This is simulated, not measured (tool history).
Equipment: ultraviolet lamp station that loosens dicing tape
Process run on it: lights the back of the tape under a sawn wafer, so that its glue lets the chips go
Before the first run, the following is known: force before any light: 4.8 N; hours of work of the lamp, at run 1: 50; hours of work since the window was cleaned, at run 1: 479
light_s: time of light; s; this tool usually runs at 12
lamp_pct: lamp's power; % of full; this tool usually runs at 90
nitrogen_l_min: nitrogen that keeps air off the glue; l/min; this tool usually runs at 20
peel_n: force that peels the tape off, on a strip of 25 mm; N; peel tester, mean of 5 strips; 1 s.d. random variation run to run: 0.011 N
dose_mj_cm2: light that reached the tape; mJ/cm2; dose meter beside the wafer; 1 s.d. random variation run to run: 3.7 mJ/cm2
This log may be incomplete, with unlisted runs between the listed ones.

run,hour,light_s,lamp_pct,nitrogen_l_min,hours of work of the lamp,hours of work since the window was cleaned,peel_n,dose_mj_cm2
1,0,12,90,20,50,479,0.514,613
2,8.3,12,90,20,56,485,0.504,615
3,19.6,12,90,20,64,493,0.487,613
4,29.5,12,90,20,71,500,0.477,617
5,36.9,8,90,20,76,506,0.933,407
6,45.4,12,90,20,82,512,0.484,612
7,53,11,90,20,88,517,0.58,558
8,63.9,11,90,20,96,525,0.586,560
9,73.1,14,90,20,102,531,0.38,711
# hour 86.4: window cleaned of glue's vapour
10,87.5,12,90,20,112,1,0.49,615
11,99.6,12,90,20,121,9,0.486,618
12,112.7,12,90,20,130,19,0.495,618
13,125.1,24,90,20,139,28,0.194,1225
14,136.6,8,90,20,147,36,0.934,415
15,145.7,8,90,20,153,42,0.96,407
16,152.9,8,90,20,159,47,0.958,414
17,163.4,8,90,20,166,55,0.957,416
18,173.5,8,90,20,173,62,0.929,414
19,183.8,8,90,20,181,69,0.928,412
20,197.1,8,90,20,190,79,0.955,412
21,207.4,8,90,20,197,86,0.972,417
22,220.1,8,64,8,206,95,1.954,292
23,232.8,14,75,9,215,104,0.79,607
24,243,6,76,20,223,111,1.629,263
25,252,6,76,20,229,118,1.749,264
26,258.8,12,62,8,234,123,1.401,427
27,268.2,12,100,20,241,129,0.399,697
28,280,12,91,10,249,138,0.708,629
29,289.9,12,91,10,256,145,0.695,634
30,299.2,12,62,20,263,151,0.919,423
31,313.2,12,62,20,273,161,0.881,431
32,319.6,8,90,20,277,166,0.95,418
33,331.5,12,90,15,286,174,0.55,630
34,345.2,12,65,36,295,184,0.655,452
35,357.3,14,90,34,304,193,0.316,736
36,367.5,18,93,20,311,200,0.233,964
37,379.7,18,93,20,320,209,0.251,966
38,392.5,6,93,20,329,218,1.364,329
39,406.1,6,93,20,339,228,1.354,326
# hour 408.9: gauge calibrated
40,416.3,19,90,25,346,235,0.223,973
41,425,19,90,25,352,241,0.221,979
42,432.3,12,90,7,357,246,0.798,607

4 options for the next run, each taken on its own from the tool as it stands now. Forecast them:
A,438.4,13,90,12,362,251,?,?
B,438.4,13,79,7,362,251,?,?
C,438.4,12,77,7,362,251,?,?
D,438.4,12,77,20,362,251,?,?

run,peel_n,dose_mj_cm2
A,0.543,665
B,0.933,586
C,1.058,521
D,0.645,522
Had the tool no hidden state, the same runs would have come out as:
run,peel_n,dose_mj_cm2
A,0.542,664
B,0.932,585
C,1.056,521
D,0.644,521

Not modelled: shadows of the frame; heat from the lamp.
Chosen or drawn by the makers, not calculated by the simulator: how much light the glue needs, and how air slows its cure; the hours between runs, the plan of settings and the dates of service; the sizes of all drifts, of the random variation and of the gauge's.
